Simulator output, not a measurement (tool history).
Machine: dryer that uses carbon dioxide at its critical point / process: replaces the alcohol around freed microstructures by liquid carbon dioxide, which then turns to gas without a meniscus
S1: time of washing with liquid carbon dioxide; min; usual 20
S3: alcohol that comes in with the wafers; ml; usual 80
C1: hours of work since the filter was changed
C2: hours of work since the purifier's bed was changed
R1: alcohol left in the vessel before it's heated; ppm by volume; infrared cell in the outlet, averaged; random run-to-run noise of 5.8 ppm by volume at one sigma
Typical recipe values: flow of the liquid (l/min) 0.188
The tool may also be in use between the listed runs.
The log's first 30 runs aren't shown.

At hour 578.3: inlet filter changed.
Run 31, hour 585.8: usual settings but flow of the liquid (l/min) 0.216, S3 48 ml; C1 3; C2 58. Result: R1 70 ppm by volume.
Run 32, hour 608.2: usual settings but S1 23 min; C1 13; C2 68. Result: R1 105 ppm by volume.
Run 33, hour 626.1: usual settings but S1 23 min; C1 21; C2 76. Result: R1 116 ppm by volume.
Run 34, hour 639.5: usual settings but S1 26 min, flow of the liquid (l/min) 0.152, S3 23 ml; C1 27; C2 82. Result: R1 91 ppm by volume.
Run 35, hour 656.1: usual settings but S1 27 min, flow of the liquid (l/min) 0.163, S3 27 ml; C1 35; C2 90. Result: R1 67 ppm by volume.
Run 36, hour 677.9: usual settings but S1 27 min, flow of the liquid (l/min) 0.163, S3 27 ml; C1 44; C2 99. Result: R1 65 ppm by volume.
Run 37, hour 698.8: usual settings but S1 27 min, flow of the liquid (l/min) 0.163, S3 27 ml; C1 54; C2 109. Result: R1 87 ppm by volume.
Run 38, hour 717.8: usual settings but S1 27 min, flow of the liquid (l/min) 0.163, S3 27 ml; C1 62; C2 117. Result: R1 72 ppm by volume.
Run 39, hour 734.6: usual settings but S1 17 min, flow of the liquid (l/min) 0.274, S3 66 ml; C1 70; C2 125. Result: R1 83 ppm by volume.
Run 40, hour 750.7: usual settings but S1 19 min, S3 40 ml; C1 77; C2 132. Result: R1 228 ppm by volume.
Run 41, hour 766.2: usual settings but S1 23 min, flow of the liquid (l/min) 0.239, S3 63 ml; C1 84; C2 139. Result: R1 67 ppm by volume.
Run 42, hour 778.8: usual settings but flow of the liquid (l/min) 0.198, S3 32 ml; C1 89; C2 144. Result: R1 134 ppm by volume.
Run 43, hour 790.3: usual settings but S1 30 min, flow of the liquid (l/min) 0.154; C1 94; C2 149. Result: R1 125 ppm by volume.
Run 44, hour 813.6: usual settings but S1 22 min, flow of the liquid (l/min) 0.171, S3 107 ml; C1 105; C2 160. Result: R1 424 ppm by volume.
Run 45, hour 841.7: usual settings but S1 21 min, flow of the liquid (l/min) 0.126, S3 25 ml; C1 117; C2 172. Result: R1 657 ppm by volume.
Run 46, hour 856.7: usual settings but S1 21 min, flow of the liquid (l/min) 0.126, S3 25 ml; C1 124; C2 179. Result: R1 677 ppm by volume.

Estimate the outcome of run 47 from the log above:
Run 47, hour 885.1: usual settings but S1 21 min, flow of the liquid (l/min) 0.126, S3 25 ml; C1 137; C2 192. Result: R1 ?.

Run 47 yielded R1 711 ppm by volume.
Were there no unlogged condition in the tool, this run, its random variation unchanged, would have produced R1 513 ppm by volume.

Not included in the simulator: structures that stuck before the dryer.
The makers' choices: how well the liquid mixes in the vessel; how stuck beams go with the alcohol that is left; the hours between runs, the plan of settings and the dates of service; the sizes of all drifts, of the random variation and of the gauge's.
